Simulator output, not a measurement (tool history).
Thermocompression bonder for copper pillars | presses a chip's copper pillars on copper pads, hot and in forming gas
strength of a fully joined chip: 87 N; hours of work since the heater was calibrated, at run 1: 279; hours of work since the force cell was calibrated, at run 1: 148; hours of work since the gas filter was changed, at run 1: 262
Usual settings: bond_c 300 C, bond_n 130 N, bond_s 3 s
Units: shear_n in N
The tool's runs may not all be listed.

run,hour,bond_c,bond_n,bond_s,hours of work since the heater was calibrated,hours of work since the force cell was calibrated,hours of work since the gas filter was changed,shear_n
1,0,300,130,3,279,148,262,58.8
# hour 4.8: forming gas filter changed
2,7.6,323,130,3,284,152,2,70.7
3,15.6,323,130,3,288,157,7,71.3
4,27.9,316,130,3,296,164,14,67.5
5,37.6,316,130,3,302,170,20,67.9
6,49,300,130,9,309,177,27,73.5
7,62.1,300,130,3,317,185,35,58.1
8,68.5,300,130,3,321,189,39,58.4
9,78.6,300,130,3,327,195,45,58.6
10,87.9,300,130,3,333,201,51,57.7
11,99.6,300,130,3,340,208,58,57.6
12,110.2,300,130,3,346,215,64,58.5
13,115.6,300,130,3,350,218,68,59.4
14,122,300,130,3,354,222,72,60.3
15,131.4,300,130,3,359,228,77,59.9
16,137.4,300,130,3,363,231,81,58.1
17,147,300,115,3,369,237,87,54.3
18,157.5,300,84,3,375,244,93,42.7
19,164,300,84,3,379,248,97,42.8
20,169.4,300,84,3,383,251,101,42.5
21,176.2,300,109,4,387,255,105,57.1
22,186.3,305,122,3,393,261,111,58.5
23,195.1,272,161,3,398,267,116,49
24,206.9,274,161,3,406,274,124,50.5
25,219.8,298,130,6,413,282,132,69.6
26,232.4,298,97,6,421,290,139,57.3
27,240.3,327,183,4,426,294,144,83.5
28,251.3,300,130,2,433,301,151,51.5
29,263.8,300,130,8,440,309,158,72.5
30,271.3,284,165,7,445,313,163,69.7
31,282.8,284,165,7,452,320,170,71.5
32,294.5,284,165,7,459,328,177,70.3
33,300.5,300,195,2,463,331,181,66.8
34,309.7,277,88,2,469,337,187,25.8
35,319.4,277,88,2,474,343,193,26.4
36,326.8,310,187,2,479,347,197,71
37,333.2,310,187,2,483,351,201,70.4
38,341.2,300,105,3,488,356,206,49.5
39,350.4,272,105,3,493,362,212,33.7
40,360.4,300,105,5,500,368,218,59.3

4 ways to go on from here, each from the tool as it stands after run 40. What would each give?
A,366.5,289,105,5,503,372,221,?
B,366.5,300,105,4,503,372,221,?
C,366.5,283,105,5,503,372,221,?
D,366.5,285,105,5,503,372,221,?

run,shear_n
A,51.1
B,55.4
C,47.3
D,48.9
Without the tool's hidden state the same runs would have given:
run,shear_n
A,51.2
B,55.5
C,47.4
D,49
